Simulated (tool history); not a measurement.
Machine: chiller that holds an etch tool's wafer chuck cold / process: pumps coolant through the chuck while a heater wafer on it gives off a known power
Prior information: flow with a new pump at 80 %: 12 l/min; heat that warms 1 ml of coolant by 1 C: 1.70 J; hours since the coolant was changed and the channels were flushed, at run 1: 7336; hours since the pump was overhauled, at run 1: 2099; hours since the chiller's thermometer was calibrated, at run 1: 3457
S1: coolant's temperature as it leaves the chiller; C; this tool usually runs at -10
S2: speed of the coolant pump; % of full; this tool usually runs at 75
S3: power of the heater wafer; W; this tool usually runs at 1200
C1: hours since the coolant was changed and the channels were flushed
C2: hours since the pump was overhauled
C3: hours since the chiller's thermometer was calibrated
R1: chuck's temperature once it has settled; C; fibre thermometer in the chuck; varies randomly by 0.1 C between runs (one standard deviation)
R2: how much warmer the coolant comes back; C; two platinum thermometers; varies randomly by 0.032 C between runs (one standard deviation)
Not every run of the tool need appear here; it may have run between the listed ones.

run	hour	S1	S2	S3	C1	C2	C3	R1	R2
1	0	-10	75	1200	7336	2099	3457	4.9	3.95
2	71.8	-10	65	1200	7408	2171	3529	5.9	4.59
3	110.4	-10	75	782	7446	2209	3567	-0.2	2.55
4	150.7	-10	61	1200	7486	2250	3608	6.9	5.04
5	191.4	-10	75	1200	7527	2290	3648	4.9	3.94
6	250.5	-10	75	1200	7586	2349	3707	4.8	3.98
7	288.4	-10	82	1200	7624	2387	3745	4	3.58
8	346.6	-10	82	1200	7682	2445	3803	4.2	3.61
9	416.4	-10	75	1437	7752	2515	3873	7.9	4.76
10	454.2	-10	77	1200	7790	2553	3911	4.6	3.88
11	488.3	-16	75	1200	7824	2587	3945	-0.8	4.01
# hour 520.7: chiller's thermometer calibrated
12	565.2	-10	72	1200	7900	2663	44	5	4.19
# hour 575: coolant pump overhauled
13	648.5	-10	72	1200	7978	74	123	5.4	4.26
14	681	-10	72	1200	8011	106	155	5.5	4.26
15	722.6	-16	72	1200	8052	148	197	-0.4	4.23
# hour 737.8: coolant changed, channels flushed
16	779.6	-14	72	1200	42	199	248	-1.8	4.28
17	856.6	-14	72	1200	119	276	325	-1.6	4.25
18	896.5	-10	75	978	159	316	365	-0.2	3.3
# hour 916.1: coolant pump overhauled, once more
19	960	-5	75	972	217	44	423	4.5	3.08
20	1017.1	-8	75	1651	274	101	480	7.8	5.26
21	1057.9	-10	75	1584	315	142	521	5.1	4.98
22	1091.6	-14	75	1122	349	175	555	-3.1	3.52
23	1144	-16	75	1048	401	228	607	-5.8	3.33
24	1213.7	-11	87	796	471	298	677	-3.9	2.15
25	1265.5	-11	87	796	523	349	729	-3.8	2.14
26	1299.8	-11	87	796	557	384	763	-3.9	2.08
27	1345.8	-11	87	796	603	430	809	-3.8	2.18
28	1378.5	-18	87	1423	636	462	842	-5.3	3.8
29	1419.1	-6	74	1071	676	503	882	4.5	3.43
30	1472.1	-1	77	1200	729	556	935	10.5	3.72
31	1527.7	-7	93	962	785	612	991	1.2	2.43
32	1580.7	0	75	888	838	665	1044	8.7	2.85

The same runs without the tool's hidden state, with the same run-to-run variation:
Hidden state present: heat passed by the chuck's channels, % of clean ones'; flow at a given pump speed, % of a new pump's; coolant's true temperature over the reading, C; drift of the gauge itself on chuck_c, C; drift of the gauge itself on warmer_back_c, C.
run	R1	R2
1	1.5	3.79
2	2.3	4.4
3	-2.5	2.44
4	3.1	4.83
5	1.4	3.77
6	1.3	3.81
7	0.6	3.42
8	0.7	3.44
9	3.6	4.54
10	1	3.7
11	-4.5	3.82
12	1.4	3.99
13	1.6	3.98
14	1.8	3.98
15	-4.2	3.94
16	-2.4	3.98
17	-2.2	3.95
18	-0.8	3.06
19	4.3	3.08
20	7.6	5.26
21	4.9	4.98
22	-3.3	3.51
23	-6	3.32
24	-4.1	2.14
25	-4	2.13
26	-4.2	2.07
27	-4.1	2.17
28	-5.7	3.78
29	4.1	3.41
30	10.1	3.69
31	0.9	2.41
32	8.3	2.82
